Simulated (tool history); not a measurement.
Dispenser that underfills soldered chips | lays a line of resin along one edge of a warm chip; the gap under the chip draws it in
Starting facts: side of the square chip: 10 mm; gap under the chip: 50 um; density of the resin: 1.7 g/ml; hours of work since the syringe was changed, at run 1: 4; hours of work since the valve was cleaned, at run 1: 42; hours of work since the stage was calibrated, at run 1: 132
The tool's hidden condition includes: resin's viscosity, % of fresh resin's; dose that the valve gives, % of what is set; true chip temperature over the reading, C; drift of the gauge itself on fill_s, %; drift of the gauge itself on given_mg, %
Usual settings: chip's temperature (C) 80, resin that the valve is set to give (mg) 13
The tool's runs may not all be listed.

run	hour	chip's temperature (C)	resin that the valve is set to give (mg)	hours of work since the syringe was changed	hours of work since the valve was cleaned	hours of work since the stage was calibrated	time until the resin shows at the far edge (s)	resin that the valve gave (mg)
1	0	80	13	4	42	132	131.3	12.79
2	2.5	80	13	6	44	134	143	12.95
3	7.2	80	13	9	47	137	168.2	12.85
# hour 8.5: new syringe of resin
4	11.6	80	13	2	50	140	116.2	12.9
5	14	80	13	4	52	142	124.6	12.82
6	16.4	80	13	6	53	144	134.1	12.9
7	20.7	68	13	9	56	147	305.6	12.91
# hour 23: new syringe of resin
8	25.9	83	13	2	60	150	101.3	12.76
9	28.7	83	13	4	62	152	109.9	12.86
10	32.3	83	13	7	65	155	122.7	12.65
# hour 37.4: new syringe of resin
11	37.8	80	12.6	0	68	159	108.4	12.36
12	41	80	13	3	71	161	120.5	12.73
13	44.3	95	13	5	73	163	64.2	12.74
14	47.3	95	13	7	75	166	71.8	12.62
# hour 51.6: new syringe of resin
15	53.1	95	13	1	79	169	54.1	12.68
16	57	95	13	4	82	172	60.8	12.58
17	60	95	12.3	6	84	174	69.2	11.94
18	64.2	95	12.8	9	87	177	78.8	12.46
# hour 66: new syringe of resin
19	66.9	71	12.7	1	89	179	183.3	12.41
20	72	66	13.2	4	92	183	282	13.05
21	75.8	78	12.5	7	95	186	170.6	12.13
22	78.3	90	13.3	9	97	187	99.3	12.92
# hour 80.4: new syringe of resin
23	83.3	66	16	2	100	191	249.7	15.41
24	85.8	91	15	4	102	193	74.2	14.48
25	88.8	91	13.5	6	104	195	82.8	13.11
26	93.8	80	16	10	108	198	167.2	15.54
# hour 95: new syringe of resin
27	99.4	74	14.5	3	112	202	174.5	13.87
28	104.9	78	14.5	7	116	206	168.7	14.01
29	107.5	80	14.9	9	117	208	164.9	14.26
# hour 109.3: new syringe of resin
30	110.5	80	14.9	1	119	210	111.7	14.32
31	113.9	89	13.4	3	122	212	80.7	12.86
32	116.9	71	16.2	5	124	214	223	15.47

Predict the results of run 33:
33	120.4	78	11.5	8	127	217	?	?

{"run 33": {"time until the resin shows at the far edge (s)": 184.1, "resin that the valve gave (mg)": 11.06}}
Without the tool's hidden state the same run would have given time until the resin shows at the far edge (s) 115.5, resin that the valve gave (mg) 11.53.
